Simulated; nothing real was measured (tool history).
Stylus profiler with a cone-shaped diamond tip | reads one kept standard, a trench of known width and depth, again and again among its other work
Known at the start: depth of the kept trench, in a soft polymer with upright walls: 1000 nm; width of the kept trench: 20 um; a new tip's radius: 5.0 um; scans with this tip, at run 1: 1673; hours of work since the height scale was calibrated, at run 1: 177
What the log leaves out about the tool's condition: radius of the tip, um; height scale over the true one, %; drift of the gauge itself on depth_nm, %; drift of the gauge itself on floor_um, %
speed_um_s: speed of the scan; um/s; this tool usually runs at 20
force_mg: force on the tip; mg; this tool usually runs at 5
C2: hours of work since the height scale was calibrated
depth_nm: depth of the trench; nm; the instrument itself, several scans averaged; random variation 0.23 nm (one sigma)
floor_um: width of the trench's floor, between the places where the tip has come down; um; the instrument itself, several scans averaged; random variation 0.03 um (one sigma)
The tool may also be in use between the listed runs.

run 1 hour=0 | speed_um_s=20 force_mg=5 | scans_with_this_tip=1673 C2=177 | depth_nm=1027.19 floor_um=13.74
run 2 hour=17.7 | speed_um_s=20 force_mg=5 | scans_with_this_tip=1766 C2=187 | depth_nm=1027.11 floor_um=13.79
run 3 hour=32.3 | speed_um_s=20 force_mg=5 | scans_with_this_tip=1842 C2=195 | depth_nm=1027.35 floor_um=13.78
run 4 hour=41.2 | speed_um_s=20 force_mg=5 | scans_with_this_tip=1889 C2=200 | depth_nm=1027.46 floor_um=13.81
run 5 hour=51.8 | speed_um_s=20 force_mg=5 | scans_with_this_tip=1944 C2=206 | depth_nm=1027.56 floor_um=13.7
run 6 hour=63 | speed_um_s=20 force_mg=5 | scans_with_this_tip=2003 C2=212 | depth_nm=1027.5 floor_um=13.74
run 7 hour=83.2 | speed_um_s=6 force_mg=5 | scans_with_this_tip=2109 C2=224 | depth_nm=1027.26 floor_um=13.77
run 8 hour=97.8 | speed_um_s=6 force_mg=5 | scans_with_this_tip=2185 C2=232 | depth_nm=1027.28 floor_um=13.8

Run 9 comes next. What will it give?
run 9 hour=112.9 | speed_um_s=6 force_mg=5 | scans_with_this_tip=2264 C2=240 | depth_nm=? floor_um=?

Run 9 measured depth_nm 1027.29 nm, floor_um 13.74 um.
Had the tool carried no hidden state, the very same run would have given depth_nm 1026.43 nm, floor_um 13.94 um.
